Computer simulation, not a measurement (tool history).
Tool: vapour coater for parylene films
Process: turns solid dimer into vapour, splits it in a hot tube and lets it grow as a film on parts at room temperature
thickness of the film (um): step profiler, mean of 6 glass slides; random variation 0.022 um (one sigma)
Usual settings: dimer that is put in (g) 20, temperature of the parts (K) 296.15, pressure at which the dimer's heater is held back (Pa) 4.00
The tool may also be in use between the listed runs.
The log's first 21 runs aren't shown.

| run | hour | dimer that is put in (g) | temperature of the parts (K) | pressure at which the dimer's heater is held back (Pa) | hours of work since the trap's valve was overhauled | hours of work since the table's thermometer was calibrated | thickness of the film (um) |
|---|---|---|---|---|---|---|---|
| 22 | 289.3 | 24 | 304.15 | 3.75 | 341 | 415 | 3.11 |
| 23 | 299.0 | 24 | 303.15 | 11.66 | 347 | 421 | 2.67 |
| 24 | 315.0 | 17 | 290.15 | 4.00 | 358 | 432 | 3.16 |
| 25 | 326.0 | 20 | 292.15 | 6.10 | 366 | 440 | 3.28 |
| 26 | 336.0 | 20 | 292.15 | 6.10 | 373 | 447 | 3.31 |
| 27 | 347.2 | 17 | 300.15 | 9.70 | 380 | 454 | 2.14 |
| 28 | 359.7 | 17 | 300.15 | 9.70 | 389 | 463 | 2.11 |
|  | 366.5 | trap's valve overhauled |
| 29 | 381.4 | 17 | 300.15 | 9.70 | 10 | 475 | 2.12 |
| 30 | 394.0 | 17 | 300.15 | 9.70 | 19 | 484 | 2.13 |
| 31 | 402.4 | 17 | 300.15 | 9.70 | 25 | 489 | 2.07 |
| 32 | 421.9 | 11 | 289.15 | 4.00 | 38 | 503 | 2.09 |
| 33 | 433.3 | 11 | 289.15 | 4.00 | 46 | 511 | 2.11 |
| 34 | 445.1 | 24 | 294.15 | 3.79 | 54 | 519 | 4.02 |
| 35 | 457.8 | 24 | 294.15 | 3.79 | 63 | 527 | 4.08 |
| 36 | 476.0 | 20 | 295.15 | 4.84 | 75 | 540 | 3.16 |
| 37 | 495.5 | 23 | 301.15 | 4.84 | 88 | 553 | 3.14 |

Forecast each of these 4 alternatives for the next run:
| A | 512.0 | 9 | 307.15 | 7.75 | 100 | 565 | ? |
| B | 512.0 | 23 | 291.15 | 3.90 | 100 | 565 | ? |
| C | 512.0 | 36 | 291.15 | 2.06 | 100 | 565 | ? |
| D | 512.0 | 21 | 301.15 | 10.72 | 100 | 565 | ? |

| run | thickness of the film (um) |
|---|---|
| A | 0.99 |
| B | 4.24 |
| C | 7.24 |
| D | 2.51 |
Without the tool's hidden state the same runs would have given:
| run | thickness of the film (um) |
|---|---|
| A | 0.99 |
| B | 4.24 |
| C | 7.25 |
| D | 2.51 |
